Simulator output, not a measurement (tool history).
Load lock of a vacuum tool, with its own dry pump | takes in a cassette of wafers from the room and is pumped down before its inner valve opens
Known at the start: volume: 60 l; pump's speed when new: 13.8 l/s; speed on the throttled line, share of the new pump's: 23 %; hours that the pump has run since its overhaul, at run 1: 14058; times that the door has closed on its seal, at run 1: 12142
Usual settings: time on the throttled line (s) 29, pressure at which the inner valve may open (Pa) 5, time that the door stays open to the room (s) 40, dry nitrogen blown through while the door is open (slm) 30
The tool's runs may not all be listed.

run      day  time on the throttled line (s)  pressure at which the inner valve may open (Pa)  time that the door stays open to the room (s)  dry nitrogen blown through while the door is open (slm)  hours that the pump has run since its overhaul  times that the door has closed on its seal  incoming humidity of the room's air, %  time from the closed door until the inner valve may open (s)  rise of the pressure with all valves shut (Pa/min)
  1    0.000                              29                                                5                                             40                                                       30                                           14058                                       12142                                    45.9                                                          66.9                                               0.018
  2   18.517                              29                                                5                                             40                                                       30                                           14502                                       14341                                    46.4                                                          65.1                                               0.013
  3   36.525                              29                                                5                                             40                                                       30                                           14934                                       16481                                    46.4                                                          66.7                                               0.012
  4   48.571                              29                                                5                                             40                                                       30                                           15223                                       17911                                    45.1                                                          65.5                                               0.014
  5   66.792                              29                                                5                                             40                                                       30                                           15661                                       20075                                    45.2                                                          66.2                                               0.018
  6   85.138                              29                                                5                                             40                                                       30                                           16101                                       22254                                    43.0                                                          64.5                                               0.012
  7   96.917                              29                                                7                                             40                                                       30                                           16384                                       23653                                    43.2                                                          64.8                                               0.007
  8  114.962                              29                                                4                                             40                                                       30                                           16817                                       25797                                    46.3                                                          66.7                                               0.013
  9  126.850                              56                                                4                                             33                                                       30                                           17102                                       27208                                    42.5                                                          87.4                                               0.008
 10  138.800                              33                                                8                                             81                                                       14                                           17389                                       28628                                    45.6                                                          66.6                                               0.027
 11  152.825                              33                                                8                                             81                                                       14                                           17725                                       30294                                    42.9                                                          66.3                                               0.025
 12  170.154                              33                                                6                                             80                                                        7                                           18141                                       32352                                    45.7                                                          68.2                                               0.031

Forecast each of these 3 alternatives for the next run:
  A  187.125                              29                                                9                                             74                                                       30                                           18549                                       34368                                    44.5                                                             ?                                                   ?
  B  187.125                              18                                                6                                             80                                                        7                                           18549                                       34368                                    41.4                                                             ?                                                   ?
  C  187.125                              36                                                6                                             41                                                       25                                           18549                                       34368                                    43.4                                                             ?                                                   ?

run  time from the closed door until the inner valve may open (s)  rise of the pressure with all valves shut (Pa/min)
  A                                                          63.1                                               0.015
  B                                                          57.7                                               0.025
  C                                                          70.9                                               0.014
Without the tool's hidden state the same runs would have given:
run  time from the closed door until the inner valve may open (s)  rise of the pressure with all valves shut (Pa/min)
  A                                                          63.0                                               0.015
  B                                                          57.5                                               0.024
  C                                                          70.9                                               0.013
